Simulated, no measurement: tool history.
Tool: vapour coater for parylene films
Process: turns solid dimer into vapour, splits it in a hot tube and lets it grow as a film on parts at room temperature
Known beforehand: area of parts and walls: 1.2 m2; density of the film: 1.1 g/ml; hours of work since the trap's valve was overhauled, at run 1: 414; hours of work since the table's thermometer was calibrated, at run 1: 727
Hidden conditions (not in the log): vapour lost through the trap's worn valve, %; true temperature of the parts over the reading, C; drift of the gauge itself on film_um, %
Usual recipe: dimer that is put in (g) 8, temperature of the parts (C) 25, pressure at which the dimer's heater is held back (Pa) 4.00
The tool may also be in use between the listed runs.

| run | day | dimer that is put in (g) | temperature of the parts (C) | pressure at which the dimer's heater is held back (Pa) | hours of work since the trap's valve was overhauled | hours of work since the table's thermometer was calibrated | thickness of the film (um) |
|---|---|---|---|---|---|---|---|
| 1 | 0.000 | 8 | 25 | 4.00 | 414 | 727 | 2.94 |
|  | 0.462 | trap's valve overhauled |
| 2 | 2.742 | 8 | 29 | 4.00 | 48 | 782 | 2.84 |
| 3 | 5.233 | 8 | 22 | 4.00 | 101 | 835 | 3.56 |
| 4 | 8.467 | 8 | 26 | 4.00 | 170 | 904 | 3.10 |
| 5 | 9.888 | 8 | 25 | 4.00 | 200 | 934 | 3.14 |
| 6 | 12.612 | 8 | 25 | 4.00 | 258 | 992 | 3.11 |
| 7 | 14.196 | 8 | 25 | 4.00 | 292 | 1025 | 3.07 |
| 8 | 15.867 | 8 | 25 | 4.00 | 327 | 1061 | 3.04 |
| 9 | 17.429 | 8 | 25 | 2.94 | 360 | 1094 | 3.19 |
|  | 17.792 | table's thermometer calibrated |
| 10 | 19.467 | 4 | 25 | 4.00 | 403 | 36 | 1.44 |
|  | 20.562 | trap's valve overhauled |
| 11 | 21.742 | 4 | 25 | 4.00 | 25 | 80 | 1.68 |
|  | 23.338 | table's thermometer calibrated, once more |
| 12 | 24.996 | 4 | 25 | 4.00 | 93 | 35 | 1.58 |
| 13 | 27.246 | 4 | 25 | 8.93 | 141 | 83 | 1.35 |
| 14 | 30.471 | 4 | 25 | 8.93 | 210 | 152 | 1.34 |
| 15 | 33.112 | 4 | 25 | 8.93 | 266 | 208 | 1.31 |
| 16 | 35.188 | 8 | 32 | 9.81 | 310 | 252 | 2.09 |
| 17 | 38.208 | 8 | 32 | 9.81 | 374 | 316 | 1.97 |
|  | 40.704 | trap's valve overhauled |
| 18 | 40.704 | 3 | 32 | 2.23 | 0 | 365 | 1.08 |
| 19 | 44.062 | 12 | 23 | 9.74 | 71 | 437 | 4.34 |
| 20 | 47.288 | 13 | 24 | 9.74 | 140 | 505 | 4.53 |
| 21 | 50.762 | 4 | 26 | 6.77 | 214 | 579 | 1.33 |
| 22 | 52.654 | 14 | 19 | 5.76 | 254 | 619 | 6.13 |
| 23 | 54.388 | 14 | 19 | 5.76 | 291 | 656 | 5.95 |
| 24 | 57.512 | 6 | 25 | 4.00 | 357 | 723 | 2.25 |
| 25 | 59.079 | 8 | 19 | 3.22 | 390 | 756 | 3.69 |
|  | 60.667 | trap's valve overhauled |
| 26 | 61.742 | 8 | 19 | 3.22 | 23 | 809 | 4.17 |

Alternative continuations, all from the tool just after run 26; predict every row:
| A | 64.462 | 6 | 31 | 4.82 | 81 | 867 | ? |
| B | 64.462 | 10 | 31 | 4.00 | 81 | 867 | ? |
| C | 64.462 | 8 | 20 | 5.57 | 81 | 867 | ? |

| run | thickness of the film (um) |
|---|---|
| A | 1.94 |
| B | 3.40 |
| C | 3.53 |
Take away the tool's hidden state, keep each run's random variation, and the runs would have read:
| run | thickness of the film (um) |
|---|---|
| A | 1.96 |
| B | 3.43 |
| C | 3.56 |
